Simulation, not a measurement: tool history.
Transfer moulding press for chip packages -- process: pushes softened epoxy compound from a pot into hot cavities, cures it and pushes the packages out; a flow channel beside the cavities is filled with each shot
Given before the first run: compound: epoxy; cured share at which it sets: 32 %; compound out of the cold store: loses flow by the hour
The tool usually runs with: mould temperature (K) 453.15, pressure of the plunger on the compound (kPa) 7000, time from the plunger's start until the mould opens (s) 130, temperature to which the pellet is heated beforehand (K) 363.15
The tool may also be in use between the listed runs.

run	hour	mould temperature (K)	pressure of the plunger on the compound (kPa)	time from the plunger's start until the mould opens (s)	temperature to which the pellet is heated beforehand (K)	incoming compound's hours out of the cold store	length that the compound runs in the flow channel (mm)	greatest force on the pins that push the packages out (N)
1	0.0	453.15	7000	130	363.15	33.3	557	659
2	44.1	453.15	7000	130	363.15	41.1	511	773
3	71.2	457.15	7000	130	363.15	29.5	539	791
# hour 87.6: cavities cleaned with cleaning compound and waxed
4	123.2	453.15	7000	130	371.15	41.9	493	681
5	161.9	453.15	7000	130	363.15	31.8	535	820
# hour 195.2: cavities cleaned with cleaning compound and waxed
6	204.6	449.15	7000	130	363.15	22.2	577	618
7	228.4	453.15	7000	130	363.15	32.3	536	733
8	272.2	453.15	7000	130	363.15	31.7	532	802
# hour 302.6: cavities cleaned with cleaning compound and waxed
9	306.1	453.15	7000	130	363.15	29.6	528	482
10	352.7	453.15	7000	130	357.15	11.1	613	748
# hour 368.6: plunger's sealing rings changed
11	386.8	453.15	7000	130	356.15	25.9	589	808
# hour 410.8: cavities cleaned with cleaning compound and waxed
12	414.5	453.15	7000	130	356.15	41.5	519	494
# hour 431.2: mould's thermocouples calibrated
13	463.4	453.15	7000	130	356.15	26.6	582	789
14	490.5	453.15	7000	130	356.15	45.0	511	787
# hour 508.1: mould's thermocouples calibrated, once more
15	513.6	453.15	7000	130	356.15	9.3	648	857
# hour 520.2: cavities cleaned with cleaning compound and waxed
16	549.8	453.15	7000	130	356.15	9.8	647	734
17	583.8	453.15	7000	130	356.15	34.1	544	811
# hour 628.6: cavities cleaned with cleaning compound and waxed
18	630.4	447.15	7000	168	365.15	34.2	545	435
19	665.6	447.15	7000	168	365.15	24.4	573	667
20	706.0	459.15	5650	161	365.15	16.6	534	716
# hour 735.8: cavities cleaned with cleaning compound and waxed
21	751.3	453.15	6660	121	363.15	36.6	499	633
22	773.3	453.15	6660	121	363.15	10.0	604	810
23	815.0	456.15	6660	121	363.15	41.0	480	787
# hour 841.4: cavities cleaned with cleaning compound and waxed
24	863.4	456.15	6660	121	363.15	47.1	450	620
25	883.9	460.15	7210	123	363.15	15.7	586	682
# hour 893.3: plunger's sealing rings changed
26	908.3	460.15	7210	123	363.15	33.3	562	719
# hour 949.6: cavities cleaned with cleaning compound and waxed
27	953.1	460.15	7210	123	363.15	29.0	576	448

Some steps in length that the compound runs in the flow channel (mm), run to run, broken into two amounts with sign: the step expected even without the hidden condition (settings, incoming material, random variation), and the rest, left for the hidden condition together with whatever gauge scatter is not in both the measured and the hidden-condition-free result:
The hidden state here: true mould temperature over the reading, C; pressure that reaches the compound, % of what is set; grip of the stained cavities, % over clean ones'; drift of the gauge itself on flow_mm, %; drift of the gauge itself on push_out_n, %.
Run 10 -> 11: temperature to which the pellet is heated beforehand (K) 357.15 -> 356.15, plunger's sealing rings changed. length that the compound runs in the flow channel (mm) -24: hidden state +54, all else -78.
Run 14 -> 15: mould's thermocouples calibrated, once more. length that the compound runs in the flow channel (mm) +137: hidden state -4, all else +141.
Run 24 -> 25: mould temperature (K) 456.15 -> 460.15, pressure of the plunger on the compound (kPa) 6660 -> 7210, time from the plunger's start until the mould opens (s) 121 -> 123. length that the compound runs in the flow channel (mm) +136: hidden state -14, all else +150.
Run 25 -> 26: plunger's sealing rings changed. length that the compound runs in the flow channel (mm) -24: hidden state +51, all else -75.
